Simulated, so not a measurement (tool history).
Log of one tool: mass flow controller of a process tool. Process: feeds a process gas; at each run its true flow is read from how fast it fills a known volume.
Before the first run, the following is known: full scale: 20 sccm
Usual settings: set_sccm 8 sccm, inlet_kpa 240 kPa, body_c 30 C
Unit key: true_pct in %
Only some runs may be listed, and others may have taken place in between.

run	hour	set_sccm	inlet_kpa	body_c	true_pct
1	0	8	240	30	97.47
2	324.2	8	240	23	98.07
3	551.4	8	240	27	97.63
4	843.5	8	211	27	97.76
5	1155.3	8	211	27	97.85
6	1389.5	8	211	27	97.59
7	1629.4	8	240	30	97.27
8	1908	8	240	30	97.15
9	2341.7	8	240	23	97.83
10	2849.5	16	240	30	98.19
11	3254.4	16	240	30	98.1
12	3525.6	19	240	36	97.94
13	3813.4	8	240	20	97.99
14	4142.2	8	240	28	97.14
15	4474.3	3	161	24	98.4
16	4906.8	8	172	36	96.64
17	5178.5	8	172	36	96.71
18	5645.5	8	172	36	96.63

Branching from run 18: 5 alternative next runs. What would each branch give?
A	6116.9	4	241	33	?
B	6116.9	2	240	30	?
C	6116.9	7	144	36	?
D	6116.9	8	172	23	?
E	6116.9	8	240	32	?

run	true_pct
A	96.69
B	98.2
C	96.77
D	97.96
E	96.57
Had the tool no hidden state, the same runs would have come out as:
run	true_pct
A	96.17
B	95.99
C	96.98
D	98.3
E	96.9

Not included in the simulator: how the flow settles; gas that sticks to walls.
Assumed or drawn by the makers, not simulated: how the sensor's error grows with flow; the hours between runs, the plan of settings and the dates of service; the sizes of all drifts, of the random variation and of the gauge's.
